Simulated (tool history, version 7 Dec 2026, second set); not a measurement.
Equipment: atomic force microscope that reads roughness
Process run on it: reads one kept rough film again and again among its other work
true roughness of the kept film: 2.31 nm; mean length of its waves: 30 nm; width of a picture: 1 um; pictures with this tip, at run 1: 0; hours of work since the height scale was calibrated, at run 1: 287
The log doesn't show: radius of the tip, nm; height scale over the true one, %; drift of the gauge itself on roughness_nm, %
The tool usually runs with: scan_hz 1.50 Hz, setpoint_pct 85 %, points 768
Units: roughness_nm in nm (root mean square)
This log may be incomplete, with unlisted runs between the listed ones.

| run | hour | scan_hz | setpoint_pct | points | pictures with this tip | hours of work since the height scale was calibrated | roughness_nm |
|---|---|---|---|---|---|---|---|
| 1 | 0.0 | 1.50 | 85 | 768 | 0 | 287 | 1.961 |
| 2 | 18.9 | 0.71 | 85 | 768 | 24 | 297 | 1.842 |
|  | 50.6 | new tip fitted |
| 3 | 52.3 | 0.71 | 85 | 768 | 2 | 315 | 2.017 |
| 4 | 67.2 | 0.71 | 85 | 768 | 21 | 323 | 1.903 |
|  | 71.0 | height scale calibrated on a step standard |
| 5 | 88.7 | 0.71 | 85 | 768 | 47 | 10 | 1.718 |
|  | 100.6 | new tip fitted |
| 6 | 120.5 | 1.50 | 85 | 768 | 26 | 27 | 1.803 |
|  | 123.0 | height scale calibrated on a step standard, once more |
| 7 | 138.1 | 1.50 | 85 | 584 | 47 | 8 | 1.703 |
|  | 151.6 | new tip fitted |
| 8 | 162.2 | 2.34 | 70 | 768 | 14 | 21 | 1.909 |
| 9 | 178.6 | 1.14 | 67 | 768 | 34 | 30 | 1.849 |
|  | 201.8 | new tip fitted |
| 10 | 210.3 | 1.14 | 67 | 768 | 11 | 47 | 1.948 |

What will run 11 give?
| 11 | 244.6 | 0.77 | 82 | 681 | 54 | 66 | ? |

Run 11 came out at roughness_nm 1.683 nm (root mean square).
Were there no unlogged condition in the tool, this run, its random variation unchanged, would have produced roughness_nm 2.030 nm (root mean square).
